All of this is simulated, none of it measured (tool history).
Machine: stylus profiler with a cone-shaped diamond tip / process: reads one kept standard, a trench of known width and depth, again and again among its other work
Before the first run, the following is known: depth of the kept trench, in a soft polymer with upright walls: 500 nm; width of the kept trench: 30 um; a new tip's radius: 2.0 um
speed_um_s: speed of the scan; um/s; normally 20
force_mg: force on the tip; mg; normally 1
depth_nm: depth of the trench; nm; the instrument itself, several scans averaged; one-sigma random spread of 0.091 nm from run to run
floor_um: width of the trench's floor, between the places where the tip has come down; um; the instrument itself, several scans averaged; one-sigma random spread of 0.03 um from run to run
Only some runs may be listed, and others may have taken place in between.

run,hour,speed_um_s,force_mg,depth_nm,floor_um
1,0,20,1,501.58,26.94
2,32.8,20,1,501.54,26.89
3,49.5,18,1,501.52,26.88
4,64.2,14,1,501.59,26.91
5,87.6,20,2.62,502.97,26.88
6,104.2,20,2.62,502.87,26.88
7,132.3,20,2.62,502.85,26.86
8,146.5,20,1.81,502.28,26.82
9,178.6,20,1.16,501.54,26.82
10,201.2,20,1.16,501.68,26.8
11,231.4,20,1.16,501.51,26.82
12,257.1,20,1.16,501.41,26.8
13,276.6,20,1.16,501.55,26.81
14,299.8,8,1.16,501.52,26.86
15,328.2,20,0.37,500.47,26.61
16,359.2,20,0.62,500.75,26.7
17,382.2,20,0.62,500.71,26.64
18,398.9,20,0.62,500.62,26.7
19,425.5,20,0.62,500.66,26.73
20,450.8,20,0.62,500.82,26.68
21,464.7,20,0.38,500.32,26.63
22,486.7,20,0.38,500.41,26.62
23,500.5,68,1.23,501.56,26.41
24,515.9,68,1.23,501.32,26.42
25,538.8,68,1.23,501.51,26.41
26,568.7,20,0.42,500.4,26.61
27,587.7,20,0.42,500.3,26.6
28,602.5,60,1.33,501.48,26.4
29,622.7,60,1.33,501.52,26.41
30,643.3,60,1.33,501.39,26.42
31,670.4,42,0.4,500.27,26.37

Run 32 is up next; what results do you expect?
32,698.4,42,0.4,?,?

Run 32 gave depth_nm 500.12 nm, floor_um 26.36 um.
If the tool had no hidden condition, the same run with the same run-to-run variation would have returned depth_nm 500.81 nm, floor_um 27.03 um.

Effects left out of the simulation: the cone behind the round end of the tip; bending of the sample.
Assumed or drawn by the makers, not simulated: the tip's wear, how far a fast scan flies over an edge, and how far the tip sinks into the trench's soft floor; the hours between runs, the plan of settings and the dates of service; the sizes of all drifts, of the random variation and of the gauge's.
